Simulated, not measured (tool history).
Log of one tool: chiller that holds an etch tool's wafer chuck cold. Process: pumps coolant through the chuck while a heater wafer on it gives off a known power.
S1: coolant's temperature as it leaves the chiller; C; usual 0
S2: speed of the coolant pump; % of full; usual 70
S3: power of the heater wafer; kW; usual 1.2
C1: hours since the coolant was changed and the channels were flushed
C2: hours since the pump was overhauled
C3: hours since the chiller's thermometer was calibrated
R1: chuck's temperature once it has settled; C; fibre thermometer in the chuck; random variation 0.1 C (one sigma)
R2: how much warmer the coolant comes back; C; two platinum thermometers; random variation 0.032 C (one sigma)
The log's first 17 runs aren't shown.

run 18 hour=881.4 | S1=2 S2=70 S3=0.888 | C1=1898 C2=2078 C3=1272 | R1=14.4 R2=3.25
run 19 hour=924.8 | S1=0 S2=97 S3=0.632 | C1=1941 C2=2121 C3=1316 | R1=7.2 R2=1.66
run 20 hour=967.7 | S1=-1 S2=83 S3=1.701 | C1=1984 C2=2164 C3=1359 | R1=19.8 R2=5.18
run 21 hour=999.1 | S1=3 S2=83 S3=1.173 | C1=2015 C2=2195 C3=1390 | R1=17.6 R2=3.54
run 22 hour=1056.4 | S1=8 S2=70 S3=1.2 | C1=2073 C2=2253 C3=1447 | R1=24.9 R2=4.39
run 23 hour=1123.1 | S1=0 S2=70 S3=1.132 | C1=2140 C2=2319 C3=1514 | R1=16.1 R2=4.15
run 24 hour=1155.5 | S1=0 S2=70 S3=1.132 | C1=2172 C2=2352 C3=1546 | R1=16.1 R2=4.24
run 25 hour=1183.5 | S1=-7 S2=82 S3=0.903 | C1=2200 C2=2380 C3=1574 | R1=4.7 R2=2.77
run 26 hour=1246.8 | S1=-7 S2=82 S3=0.903 | C1=2263 C2=2443 C3=1638 | R1=4.5 R2=2.79
run 27 hour=1283.1 | S1=-7 S2=82 S3=0.903 | C1=2299 C2=2479 C3=1674 | R1=4.7 R2=2.81
run 28 hour=1321.3 | S1=-7 S2=82 S3=0.903 | C1=2338 C2=2518 C3=1712 | R1=4.8 R2=2.75
run 29 hour=1357.5 | S1=-7 S2=82 S3=0.903 | C1=2374 C2=2554 C3=1748 | R1=4.6 R2=2.78
run 30 hour=1401.4 | S1=-5 S2=98 S3=0.903 | C1=2418 C2=2598 C3=1792 | R1=5.3 R2=2.31
run 31 hour=1461.3 | S1=5 S2=70 S3=0.675 | C1=2478 C2=2657 C3=1852 | R1=15.1 R2=2.49
run 32 hour=1511.5 | S1=8 S2=88 S3=1.337 | C1=2528 C2=2708 C3=1902 | R1=24.4 R2=3.83

3 ways to go on from here, each from the tool as it stands after run 32. What would each give?
run A hour=1565.7 | S1=-3 S2=70 S3=1.082 | C1=2582 C2=2762 C3=1957 | R1=? R2=?
run B hour=1565.7 | S1=8 S2=93 S3=1.332 | C1=2582 C2=2762 C3=1957 | R1=? R2=?
run C hour=1565.7 | S1=-5 S2=89 S3=1.337 | C1=2582 C2=2762 C3=1957 | R1=? R2=?

run=A R1=12.8 R2=4.01
run=B R1=23.9 R2=3.59
run=C R1=11.7 R2=3.84
Without the tool's hidden state the same runs would have given:
run=A R1=10 R2=3.67
run=B R1=21 R2=3.29
run=C R1=8.8 R2=3.52
